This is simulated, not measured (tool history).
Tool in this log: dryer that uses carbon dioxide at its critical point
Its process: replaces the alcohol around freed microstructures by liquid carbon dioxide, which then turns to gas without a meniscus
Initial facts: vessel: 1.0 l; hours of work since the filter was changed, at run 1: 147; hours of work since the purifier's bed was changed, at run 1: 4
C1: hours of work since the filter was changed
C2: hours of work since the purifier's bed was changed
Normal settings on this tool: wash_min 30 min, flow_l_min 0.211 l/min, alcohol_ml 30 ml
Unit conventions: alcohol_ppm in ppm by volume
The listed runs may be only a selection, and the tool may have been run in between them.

run 1 hour=0 | wash_min=30 flow_l_min=0.211 alcohol_ml=30 | C1=147 C2=4 | alcohol_ppm=391
run 2 hour=5.4 | wash_min=30 flow_l_min=0.211 alcohol_ml=30 | C1=149 C2=6 | alcohol_ppm=389
run 3 hour=10.7 | wash_min=30 flow_l_min=0.273 alcohol_ml=30 | C1=151 C2=8 | alcohol_ppm=100
run 4 hour=15.1 | wash_min=30 flow_l_min=0.273 alcohol_ml=30 | C1=153 C2=10 | alcohol_ppm=100
run 5 hour=21 | wash_min=30 flow_l_min=0.211 alcohol_ml=30 | C1=155 C2=13 | alcohol_ppm=392
run 6 hour=25.4 | wash_min=30 flow_l_min=0.211 alcohol_ml=30 | C1=157 C2=15 | alcohol_ppm=396
run 7 hour=31.5 | wash_min=30 flow_l_min=0.211 alcohol_ml=30 | C1=160 C2=17 | alcohol_ppm=393
run 8 hour=40.7 | wash_min=30 flow_l_min=0.211 alcohol_ml=30 | C1=164 C2=21 | alcohol_ppm=383
run 9 hour=46.4 | wash_min=30 flow_l_min=0.211 alcohol_ml=30 | C1=166 C2=23 | alcohol_ppm=397
run 10 hour=51.3 | wash_min=30 flow_l_min=0.283 alcohol_ml=110 | C1=168 C2=25 | alcohol_ppm=304

The next listed run, before its measurement:
run 11 hour=55.7 | wash_min=19 flow_l_min=0.227 alcohol_ml=30 | C1=170 C2=27 | alcohol_ppm=?

alcohol_ppm: 1546 ppm by volume
Had the tool carried no hidden state, the very same run would have given alcohol_ppm 1180 ppm by volume.

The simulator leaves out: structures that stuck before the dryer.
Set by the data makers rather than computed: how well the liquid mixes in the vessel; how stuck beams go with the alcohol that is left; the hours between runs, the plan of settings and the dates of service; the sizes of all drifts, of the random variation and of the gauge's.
